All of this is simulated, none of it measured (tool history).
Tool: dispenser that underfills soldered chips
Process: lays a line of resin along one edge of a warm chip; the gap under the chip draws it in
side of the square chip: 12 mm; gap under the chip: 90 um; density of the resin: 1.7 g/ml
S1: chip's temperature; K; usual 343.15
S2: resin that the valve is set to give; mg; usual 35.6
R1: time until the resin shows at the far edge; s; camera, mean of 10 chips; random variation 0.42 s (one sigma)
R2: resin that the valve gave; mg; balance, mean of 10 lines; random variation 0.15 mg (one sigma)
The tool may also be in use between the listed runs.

Run 1, hour 0: usual settings. Result: R1 32.8 s, R2 35.62 mg.
At hour 4.8: new syringe of resin.
At hour 11.9: new syringe of resin.
Run 2, hour 12.7: usual settings. Result: R1 30.8 s, R2 35.24 mg.
At hour 19.2: new syringe of resin.
Run 3, hour 21.9: usual settings but S2 34.4 mg. Result: R1 32.8 s, R2 33.7 mg.
At hour 26.9: new syringe of resin.
Run 4, hour 31.2: usual settings but S2 34.4 mg. Result: R1 34.9 s, R2 33.78 mg.
At hour 34.2: new syringe of resin.
At hour 41.3: new syringe of resin.
Run 5, hour 43.6: usual settings but S1 347.15 K. Result: R1 27.4 s, R2 34.68 mg.
At hour 48.5: new syringe of resin.
Run 6, hour 54: usual settings but S1 347.15 K. Result: R1 31.7 s, R2 34.2 mg.
At hour 55.9: new syringe of resin.
At hour 63.5: new syringe of resin.
Run 7, hour 64.1: usual settings but S1 355.15 K. Result: R1 19.6 s, R2 33.83 mg.
At hour 71.1: new syringe of resin.
Run 8, hour 76.6: usual settings but S1 355.15 K. Result: R1 23.9 s, R2 33.5 mg.
At hour 78.8: new syringe of resin.
At hour 86: new syringe of resin.
Run 9, hour 88.4: usual settings but S1 346.15 K. Result: R1 29.2 s, R2 33.3 mg.
At hour 93.8: new syringe of resin.
Run 10, hour 95.5: usual settings but S1 346.15 K. Result: R1 28.7 s, R2 32.79 mg.
At hour 101.3: new syringe of resin.
Run 11, hour 102.6: usual settings. Result: R1 31.6 s, R2 32.91 mg.
At hour 108.8: new syringe of resin.
Run 12, hour 112.9: usual settings. Result: R1 35.1 s, R2 32.55 mg.
At hour 115.9: new syringe of resin.
At hour 124: new syringe of resin.
Run 13, hour 124.7: usual settings. Result: R1 30.8 s, R2 32.43 mg.
At hour 131.3: new syringe of resin.
Run 14, hour 134.9: usual settings. Result: R1 34 s, R2 32.01 mg.

Run 15 comes next. What will it give?
At hour 139.1: new syringe of resin.
Run 15, hour 145.2: usual settings but S1 344.15 K, S2 40.2 mg. Result: R1 ?, R2 ?.

Run 15 gave R1 35.8 s, R2 35.89 mg.
Without the tool's hidden state the same run would have given R1 28.6 s, R2 40.22 mg.

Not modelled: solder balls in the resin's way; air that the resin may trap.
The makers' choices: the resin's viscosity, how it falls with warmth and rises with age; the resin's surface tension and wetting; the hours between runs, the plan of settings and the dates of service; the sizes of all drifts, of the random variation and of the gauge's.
